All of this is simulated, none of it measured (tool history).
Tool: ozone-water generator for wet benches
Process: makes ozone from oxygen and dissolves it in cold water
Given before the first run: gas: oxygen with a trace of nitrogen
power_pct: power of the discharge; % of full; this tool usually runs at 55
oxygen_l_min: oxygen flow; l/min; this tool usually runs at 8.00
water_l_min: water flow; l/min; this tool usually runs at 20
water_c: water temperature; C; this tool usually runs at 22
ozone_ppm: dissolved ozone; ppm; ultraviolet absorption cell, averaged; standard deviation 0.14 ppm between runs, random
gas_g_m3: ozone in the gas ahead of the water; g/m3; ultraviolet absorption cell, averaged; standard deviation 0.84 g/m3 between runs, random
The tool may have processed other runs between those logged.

run 1 hour=0.0 | power_pct=55 oxygen_l_min=8.00 water_l_min=20 water_c=22 | ozone_ppm=15.1 gas_g_m3=125.1
run 2 hour=65.9 | power_pct=55 oxygen_l_min=13.66 water_l_min=20 water_c=22 | ozone_ppm=14.6 gas_g_m3=102.1
run 3 hour=133.1 | power_pct=55 oxygen_l_min=13.66 water_l_min=20 water_c=22 | ozone_ppm=14.7 gas_g_m3=100.6
run 4 hour=235.1 | power_pct=55 oxygen_l_min=13.66 water_l_min=20 water_c=22 | ozone_ppm=14.4 gas_g_m3=101.1
run 5 hour=306.8 | power_pct=55 oxygen_l_min=13.66 water_l_min=20 water_c=29 | ozone_ppm=12.5 gas_g_m3=101.1
run 6 hour=398.2 | power_pct=55 oxygen_l_min=13.66 water_l_min=20 water_c=29 | ozone_ppm=12.3 gas_g_m3=101.5
run 7 hour=456.3 | power_pct=55 oxygen_l_min=8.00 water_l_min=20 water_c=22 | ozone_ppm=14.7 gas_g_m3=124.3
run 8 hour=515.1 | power_pct=55 oxygen_l_min=8.00 water_l_min=20 water_c=22 | ozone_ppm=14.6 gas_g_m3=124.7
run 9 hour=572.9 | power_pct=55 oxygen_l_min=8.00 water_l_min=20 water_c=22 | ozone_ppm=14.5 gas_g_m3=124.6
run 10 hour=647.9 | power_pct=77 oxygen_l_min=8.00 water_l_min=20 water_c=22 | ozone_ppm=19.2 gas_g_m3=162.5
run 11 hour=723.6 | power_pct=55 oxygen_l_min=8.00 water_l_min=20 water_c=22 | ozone_ppm=14.6 gas_g_m3=123.5
run 12 hour=770.5 | power_pct=55 oxygen_l_min=8.00 water_l_min=20 water_c=22 | ozone_ppm=14.4 gas_g_m3=123.6
run 13 hour=858.3 | power_pct=55 oxygen_l_min=8.00 water_l_min=20 water_c=22 | ozone_ppm=14.5 gas_g_m3=121.6
run 14 hour=942.6 | power_pct=55 oxygen_l_min=8.00 water_l_min=20 water_c=22 | ozone_ppm=14.4 gas_g_m3=122.9
run 15 hour=1039.2 | power_pct=47 oxygen_l_min=6.43 water_l_min=23 water_c=24 | ozone_ppm=10.5 gas_g_m3=117.9
run 16 hour=1102.5 | power_pct=63 oxygen_l_min=6.43 water_l_min=26 water_c=16 | ozone_ppm=13.7 gas_g_m3=148.5
run 17 hour=1155.7 | power_pct=63 oxygen_l_min=6.43 water_l_min=26 water_c=16 | ozone_ppm=14.0 gas_g_m3=147.6
run 18 hour=1243.5 | power_pct=88 oxygen_l_min=8.00 water_l_min=15 water_c=27 | ozone_ppm=22.5 gas_g_m3=175.1
run 19 hour=1328.6 | power_pct=88 oxygen_l_min=8.00 water_l_min=15 water_c=27 | ozone_ppm=22.4 gas_g_m3=176.3
run 20 hour=1398.0 | power_pct=88 oxygen_l_min=8.00 water_l_min=15 water_c=27 | ozone_ppm=22.1 gas_g_m3=175.8
-- hour=1407.9 water thermometer calibrated
run 21 hour=1471.3 | power_pct=88 oxygen_l_min=8.00 water_l_min=15 water_c=27 | ozone_ppm=22.0 gas_g_m3=175.2
run 22 hour=1570.7 | power_pct=88 oxygen_l_min=8.35 water_l_min=15 water_c=18 | ozone_ppm=26.8 gas_g_m3=171.9
run 23 hour=1625.2 | power_pct=88 oxygen_l_min=8.35 water_l_min=15 water_c=18 | ozone_ppm=26.6 gas_g_m3=172.2
run 24 hour=1725.0 | power_pct=78 oxygen_l_min=10.63 water_l_min=15 water_c=18 | ozone_ppm=23.9 gas_g_m3=141.5
run 25 hour=1823.9 | power_pct=69 oxygen_l_min=4.05 water_l_min=14 water_c=19 | ozone_ppm=21.6 gas_g_m3=187.3
run 26 hour=1915.0 | power_pct=69 oxygen_l_min=4.05 water_l_min=14 water_c=19 | ozone_ppm=21.5 gas_g_m3=187.4
run 27 hour=1961.4 | power_pct=69 oxygen_l_min=4.05 water_l_min=15 water_c=19 | ozone_ppm=20.1 gas_g_m3=184.2
run 28 hour=2034.6 | power_pct=60 oxygen_l_min=8.00 water_l_min=20 water_c=27 | ozone_ppm=13.4 gas_g_m3=128.9

Selected run-to-run steps in ozone_ppm, each split into two signed amounts: the part the tool would show with no hidden state at all (from settings, incoming material and random variation), and the remainder, which goes to the hidden state together with any gauge scatter not common to the measured and the hidden-state-free results:
The tool's hidden condition here consists of: yield of the discharge, % of new electrodes'; contactor's efficiency, % of a clean one's; true water temperature over the reading, C; drift of the gauge itself on ozone_ppm, %; drift of the gauge itself on gas_g_m3, %.
Run 17 -> 18: power_pct 63 -> 88, oxygen_l_min 6.43 -> 8.00, water_l_min 26 -> 15, water_c 16 -> 27. ozone_ppm +8.5 ppm: hidden state -2.2, all else +10.7.
Run 27 -> 28: power_pct 69 -> 60, oxygen_l_min 4.05 -> 8.00, water_l_min 15 -> 20, water_c 19 -> 27. ozone_ppm -6.7 ppm: hidden state +1.5, all else -8.2.
